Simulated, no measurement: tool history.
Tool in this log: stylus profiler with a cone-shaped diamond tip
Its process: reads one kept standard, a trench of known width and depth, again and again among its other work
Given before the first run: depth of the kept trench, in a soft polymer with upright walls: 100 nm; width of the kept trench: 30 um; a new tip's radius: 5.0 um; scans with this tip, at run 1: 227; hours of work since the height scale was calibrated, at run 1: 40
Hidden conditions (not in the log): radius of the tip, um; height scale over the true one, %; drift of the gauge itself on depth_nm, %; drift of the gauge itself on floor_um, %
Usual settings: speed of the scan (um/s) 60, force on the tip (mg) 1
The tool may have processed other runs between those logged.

run	hour	speed of the scan (um/s)	force on the tip (mg)	scans with this tip	hours of work since the height scale was calibrated	depth of the trench (angstrom)	width of the trench's floor (um)
1	0	60	1	227	40	1004.5	27.37
2	10.4	60	0.34	262	46	1001.8	26.92
3	26.4	60	0.34	315	55	1002.3	26.95
4	39.3	60	0.34	357	62	1002.2	26.9
5	49.3	60	1	390	68	1004.7	27.41
6	58.4	60	1	420	73	1004.2	27.32
7	75.6	60	1	477	83	1004.1	27.42
8	86.3	60	2.53	512	89	1008	27.6
9	94.5	218	0.68	540	94	1003.6	25.3
10	104	62	1.62	571	99	1005.9	27.51
11	115.9	20	1.02	610	106	1004	27.82
12	128.7	132	0.48	652	113	1002.7	26.02
13	137.4	161	0.53	681	118	1002.5	25.74

Here are 4 independent what-if runs from the current tool condition. What would each one return?
A	146.5	15	1	711	124	?	?
B	146.5	141	1.96	711	124	?	?
C	146.5	16	1.69	711	124	?	?
D	146.5	17	2.4	711	124	?	?

run	depth of the trench (angstrom)	width of the trench's floor (um)
A	1004.4	27.82
B	1006.4	26.95
C	1006	27.85
D	1007.7	27.89
Stripped of hidden state, with their random variation kept, the same runs would have yielded:
run	depth of the trench (angstrom)	width of the trench's floor (um)
A	1004.4	27.82
B	1006.3	26.95
C	1006	27.85
D	1007.7	27.89

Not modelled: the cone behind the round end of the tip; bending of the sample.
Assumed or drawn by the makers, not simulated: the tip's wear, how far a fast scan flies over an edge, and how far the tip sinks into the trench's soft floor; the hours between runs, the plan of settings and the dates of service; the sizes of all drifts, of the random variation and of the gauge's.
